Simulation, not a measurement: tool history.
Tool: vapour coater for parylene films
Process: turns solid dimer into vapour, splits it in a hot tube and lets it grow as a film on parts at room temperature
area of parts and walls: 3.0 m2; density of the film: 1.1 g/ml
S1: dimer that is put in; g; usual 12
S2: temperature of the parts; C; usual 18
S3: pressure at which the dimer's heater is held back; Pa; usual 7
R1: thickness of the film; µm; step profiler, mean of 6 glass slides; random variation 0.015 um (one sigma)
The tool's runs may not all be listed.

| run | hour | S1 | S2 | S3 | R1 |
|---|---|---|---|---|---|
| 1 | 0 | 12 | 18 | 7 | 2.11 |
| 2 | 31.5 | 12 | 18 | 7 | 2.14 |
| 3 | 65.1 | 9 | 18 | 7 | 1.59 |
| 4 | 97.8 | 12 | 15 | 7 | 2.24 |
| 5 | 147.4 | 12 | 15 | 7 | 2.22 |
| 6 | 187.4 | 12 | 15 | 7 | 2.21 |
| 7 | 225.3 | 12 | 15 | 7 | 2.19 |
| 8 | 256.3 | 12 | 18 | 2.65 | 2.48 |
| 9 | 281.1 | 12 | 18 | 2.65 | 2.47 |
| 10 | 309.7 | 12 | 18 | 2.65 | 2.46 |
| 11 | 334.3 | 12 | 18 | 2.65 | 2.48 |
| 12 | 367.2 | 12 | 18 | 2.65 | 2.48 |
| 13 | 399.7 | 12 | 18 | 2.65 | 2.45 |
| 14 | 438.1 | 12 | 18 | 3.04 | 2.4 |
| 15 | 480.8 | 12 | 18 | 3.04 | 2.38 |
| 16 | 522.7 | 12 | 18 | 2.82 | 2.4 |
| 17 | 577.2 | 14 | 13 | 2.63 | 3.06 |
| 18 | 632.2 | 11 | 29 | 7 | 1.56 |
| 19 | 677.7 | 6 | 13 | 2.74 | 1.3 |
| 20 | 714.6 | 22 | 20 | 2.17 | 4.37 |
| 21 | 768.2 | 12 | 16 | 4.84 | 2.17 |
| 22 | 797.1 | 16 | 28 | 3.68 | 2.54 |
| 23 | 820.3 | 7 | 15 | 5.15 | 1.28 |
|  | 831.9 | trap's valve overhauled |
| 24 | 853 | 7 | 15 | 5.15 | 1.38 |
| 25 | 901.4 | 7 | 15 | 5.15 | 1.39 |
| 26 | 932.5 | 12 | 20 | 3.19 | 2.4 |
| 27 | 971.6 | 6 | 11 | 7.46 | 1.17 |
| 28 | 1019 | 6 | 11 | 7.46 | 1.19 |
| 29 | 1049.1 | 12 | 18 | 6.87 | 2.14 |
| 30 | 1080.2 | 12 | 18 | 3.98 | 2.32 |

Measured less the same run without the tool's hidden state. The same run-to-run variation is in both; the gauge's scatter may not be:
The hidden state here: vapour lost through the trap's worn valve, %; true temperature of the parts over the reading, C; drift of the gauge itself on film_um, %.
| run | R1 |
|---|---|
| 1 | -0.03 |
| 2 | -0.03 |
| 3 | -0.03 |
| 4 | -0.05 |
| 5 | -0.06 |
| 6 | -0.07 |
| 7 | -0.07 |
| 8 | -0.09 |
| 9 | -0.1 |
| 10 | -0.1 |
| 11 | -0.11 |
| 12 | -0.11 |
| 13 | -0.12 |
| 14 | -0.13 |
| 15 | -0.14 |
| 16 | -0.15 |
| 17 | -0.21 |
| 18 | -0.11 |
| 19 | -0.1 |
| 20 | -0.36 |
| 21 | -0.19 |
| 22 | -0.23 |
| 23 | -0.12 |
| 24 | -0.02 |
| 25 | -0.02 |
| 26 | -0.04 |
| 27 | -0.02 |
| 28 | -0.02 |
| 29 | -0.05 |
| 30 | -0.07 |
